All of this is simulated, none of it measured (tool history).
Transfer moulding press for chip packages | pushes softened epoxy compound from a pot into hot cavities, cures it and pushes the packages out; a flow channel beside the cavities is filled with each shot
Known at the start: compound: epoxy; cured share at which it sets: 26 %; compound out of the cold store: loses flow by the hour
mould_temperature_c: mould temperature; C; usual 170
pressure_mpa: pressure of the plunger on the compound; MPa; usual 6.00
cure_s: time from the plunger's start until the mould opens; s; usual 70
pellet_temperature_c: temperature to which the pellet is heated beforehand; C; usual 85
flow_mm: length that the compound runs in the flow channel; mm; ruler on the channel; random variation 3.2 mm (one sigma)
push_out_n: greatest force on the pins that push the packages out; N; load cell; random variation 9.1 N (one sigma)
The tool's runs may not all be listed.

| run | hour | mould_temperature_c | pressure_mpa | cure_s | pellet_temperature_c | incoming compound's hours out of the cold store | flow_mm | push_out_n |
|---|---|---|---|---|---|---|---|---|
| 1 | 0.0 | 170 | 6.00 | 70 | 85 | 35.0 | 627 | 655 |
|  | 12.5 | cavities cleaned with cleaning compound and waxed |
| 2 | 26.5 | 170 | 6.00 | 70 | 95 | 19.9 | 704 | 549 |
| 3 | 44.4 | 170 | 6.00 | 70 | 85 | 45.5 | 586 | 639 |
|  | 58.9 | cavities cleaned with cleaning compound and waxed |
| 4 | 62.5 | 170 | 6.00 | 55 | 85 | 12.0 | 730 | 935 |
| 5 | 86.1 | 169 | 6.00 | 70 | 85 | 11.8 | 733 | 745 |
|  | 105.5 | cavities cleaned with cleaning compound and waxed |
| 6 | 114.3 | 169 | 6.00 | 70 | 85 | 34.0 | 628 | 522 |
|  | 126.1 | plunger's sealing rings changed |
| 7 | 141.0 | 169 | 6.00 | 70 | 85 | 46.7 | 610 | 690 |
|  | 153.2 | cavities cleaned with cleaning compound and waxed |
| 8 | 159.4 | 170 | 6.00 | 70 | 85 | 43.9 | 613 | 453 |
| 9 | 187.5 | 170 | 6.00 | 51 | 85 | 28.9 | 676 | 1451 |
|  | 190.7 | mould's thermocouples calibrated |
|  | 201.3 | cavities cleaned with cleaning compound and waxed |
| 10 | 210.6 | 170 | 6.00 | 70 | 85 | 23.4 | 707 | 532 |
| 11 | 223.9 | 170 | 6.00 | 70 | 85 | 14.9 | 747 | 658 |
| 12 | 244.0 | 170 | 6.00 | 70 | 85 | 39.8 | 629 | 695 |
|  | 247.8 | cavities cleaned with cleaning compound and waxed |
| 13 | 265.4 | 170 | 6.00 | 70 | 85 | 46.7 | 590 | 511 |
| 14 | 283.0 | 170 | 6.45 | 88 | 84 | 33.6 | 672 | 439 |
|  | 293.5 | cavities cleaned with cleaning compound and waxed |
| 15 | 308.9 | 169 | 6.45 | 60 | 75 | 43.5 | 633 | 893 |
| 16 | 332.0 | 169 | 4.85 | 60 | 91 | 46.8 | 528 | 987 |
|  | 339.3 | cavities cleaned with cleaning compound and waxed |
|  | 344.0 | mould's thermocouples calibrated, once more |
| 17 | 351.5 | 170 | 5.53 | 63 | 82 | 20.5 | 682 | 759 |
| 18 | 379.8 | 175 | 6.77 | 63 | 82 | 15.5 | 766 | 759 |

Run 19 comes next. What will it give?
|  | 387.7 | cavities cleaned with cleaning compound and waxed |
| 19 | 407.9 | 175 | 6.77 | 63 | 82 | 39.9 | ? | ? |

flow_mm: 641 mm
push_out_n: 583 N
Without the tool's hidden state the same run would have given flow_mm 669 mm, push_out_n 384 N.
